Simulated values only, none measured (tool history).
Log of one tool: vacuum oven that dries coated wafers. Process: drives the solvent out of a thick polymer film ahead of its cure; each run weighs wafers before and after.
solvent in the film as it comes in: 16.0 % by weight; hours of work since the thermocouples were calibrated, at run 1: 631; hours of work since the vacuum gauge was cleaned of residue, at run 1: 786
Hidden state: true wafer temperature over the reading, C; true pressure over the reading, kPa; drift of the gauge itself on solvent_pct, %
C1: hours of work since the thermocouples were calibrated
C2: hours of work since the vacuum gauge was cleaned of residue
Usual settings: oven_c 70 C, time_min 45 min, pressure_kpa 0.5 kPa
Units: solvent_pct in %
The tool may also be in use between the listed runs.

run 1 hour=0 | oven_c=70 time_min=45 pressure_kpa=0.5 | C1=631 C2=786 | solvent_pct=3.73
run 2 hour=60.4 | oven_c=56 time_min=45 pressure_kpa=0.5 | C1=669 C2=824 | solvent_pct=8.94
-- hour=82.9 oven's thermocouples calibrated
run 3 hour=141.1 | oven_c=70 time_min=45 pressure_kpa=0.5 | C1=36 C2=873 | solvent_pct=3.55
run 4 hour=218.2 | oven_c=70 time_min=45 pressure_kpa=0.543 | C1=85 C2=921 | solvent_pct=3.55
run 5 hour=263.6 | oven_c=70 time_min=45 pressure_kpa=0.5 | C1=113 C2=950 | solvent_pct=3.49
-- hour=323.8 oven's thermocouples calibrated, once more
run 6 hour=341.2 | oven_c=70 time_min=45 pressure_kpa=0.5 | C1=11 C2=997 | solvent_pct=4.07
run 7 hour=407 | oven_c=70 time_min=45 pressure_kpa=0.5 | C1=52 C2=1038 | solvent_pct=4.07
run 8 hour=447.5 | oven_c=70 time_min=46 pressure_kpa=0.5 | C1=77 C2=1064 | solvent_pct=4.03
run 9 hour=497.1 | oven_c=57 time_min=69 pressure_kpa=0.335 | C1=109 C2=1095 | solvent_pct=7.04
run 10 hour=535.9 | oven_c=57 time_min=69 pressure_kpa=0.335 | C1=133 C2=1119 | solvent_pct=7.01
run 11 hour=600.3 | oven_c=84 time_min=40 pressure_kpa=1.838 | C1=173 C2=1159 | solvent_pct=2.28
run 12 hour=637.7 | oven_c=73 time_min=32 pressure_kpa=0.464 | C1=197 C2=1183 | solvent_pct=4.46
run 13 hour=687.3 | oven_c=73 time_min=67 pressure_kpa=0.5 | C1=228 C2=1214 | solvent_pct=1.94
-- hour=736 vacuum gauge cleaned of residue and calibrated
run 14 hour=760.1 | oven_c=59 time_min=26 pressure_kpa=0.775 | C1=272 C2=15 | solvent_pct=10.07
run 15 hour=834.9 | oven_c=81 time_min=70 pressure_kpa=0.5 | C1=319 C2=62 | solvent_pct=0.61
run 16 hour=885.8 | oven_c=80 time_min=52 pressure_kpa=0.5 | C1=351 C2=94 | solvent_pct=0.95

Measured less the same run without the tool's hidden state. The same run-to-run variation is in both; the gauge's scatter may not be:
run=1 solvent_pct=-0.14
run=2 solvent_pct=-0.09
run=3 solvent_pct=-0.34
run=4 solvent_pct=-0.34
run=5 solvent_pct=-0.35
run=6 solvent_pct=+0.25
run=7 solvent_pct=+0.24
run=8 solvent_pct=+0.24
run=9 solvent_pct=+0.35
run=10 solvent_pct=+0.35
run=11 solvent_pct=+0.18
run=12 solvent_pct=+0.18
run=13 solvent_pct=+0.28
run=14 solvent_pct=-0.11
run=15 solvent_pct=-0.02
run=16 solvent_pct=-0.04
